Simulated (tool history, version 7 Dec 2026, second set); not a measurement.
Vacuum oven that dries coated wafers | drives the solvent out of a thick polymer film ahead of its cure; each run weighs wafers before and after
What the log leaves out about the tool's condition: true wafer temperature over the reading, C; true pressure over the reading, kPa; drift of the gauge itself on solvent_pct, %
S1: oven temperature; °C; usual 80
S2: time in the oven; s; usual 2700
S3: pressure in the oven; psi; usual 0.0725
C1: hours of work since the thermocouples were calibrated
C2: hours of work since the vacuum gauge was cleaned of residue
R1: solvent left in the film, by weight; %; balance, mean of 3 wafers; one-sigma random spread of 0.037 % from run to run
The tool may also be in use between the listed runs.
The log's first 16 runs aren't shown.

{"run": 17, "hour": 557.6, "S1": 80, "S2": 1560, "S3": 0.0725, "C1": 231, "C2": 1133, "R1": 3.21}
{"run": 18, "hour": 583.4, "S1": 80, "S2": 1560, "S3": 0.0725, "C1": 244, "C2": 1145, "R1": 3.27}
{"run": 19, "hour": 605.8, "S1": 80, "S2": 1560, "S3": 0.0725, "C1": 254, "C2": 1156, "R1": 3.25}
{"run": 20, "hour": 630.9, "S1": 80, "S2": 1560, "S3": 0.0725, "C1": 266, "C2": 1168, "R1": 3.29}
{"run": 21, "hour": 681.5, "S1": 80, "S2": 1560, "S3": 0.0725, "C1": 291, "C2": 1192, "R1": 3.25}
{"run": 22, "hour": 727.1, "S1": 80, "S2": 1560, "S3": 0.0725, "C1": 313, "C2": 1214, "R1": 3.25}
{"run": 23, "hour": 752.2, "S1": 80, "S2": 2700, "S3": 0.0725, "C1": 325, "C2": 1227, "R1": 1.18}
{"run": 24, "hour": 794.1, "S1": 90, "S2": 2700, "S3": 0.0725, "C1": 345, "C2": 1247, "R1": 0.27}
{"run": 25, "hour": 817.3, "S1": 76, "S2": 1800, "S3": 0.259, "C1": 356, "C2": 1258, "R1": 4.77}
{"run": 26, "hour": 863.0, "S1": 80, "S2": 2400, "S3": 0.0725, "C1": 378, "C2": 1280, "R1": 1.54}
{"run": 27, "hour": 884.4, "S1": 80, "S2": 2400, "S3": 0.0725, "C1": 389, "C2": 1290, "R1": 1.56}
{"run": 28, "hour": 929.5, "S1": 80, "S2": 1440, "S3": 0.0687, "C1": 411, "C2": 1312, "R1": 3.73}
{"run": 29, "hour": 970.0, "S1": 88, "S2": 2700, "S3": 0.0442, "C1": 430, "C2": 1332, "R1": 0.34}
{"hour": 976.3, "done": "vacuum gauge cleaned of residue and calibrated"}
{"run": 30, "hour": 1018.4, "S1": 94, "S2": 4440, "S3": 0.0442, "C1": 453, "C2": 20, "R1": 0.22}
{"run": 31, "hour": 1041.4, "S1": 94, "S2": 4440, "S3": 0.0442, "C1": 464, "C2": 31, "R1": 0.22}
{"run": 32, "hour": 1064.9, "S1": 84, "S2": 2520, "S3": 0.054, "C1": 475, "C2": 43, "R1": 0.79}

Run 33, settings as shown, results not yet in. Your forecast:
{"hour": 1085.0, "done": "vacuum gauge cleaned of residue and calibrated, once more"}
{"run": 33, "hour": 1104.9, "S1": 84, "S2": 2520, "S3": 0.054, "C1": 494, "C2": 10, "R1": "?"}

For run 33 the tool returned R1 0.56 %.
Without the tool's hidden state the same run would have given R1 0.51 %.

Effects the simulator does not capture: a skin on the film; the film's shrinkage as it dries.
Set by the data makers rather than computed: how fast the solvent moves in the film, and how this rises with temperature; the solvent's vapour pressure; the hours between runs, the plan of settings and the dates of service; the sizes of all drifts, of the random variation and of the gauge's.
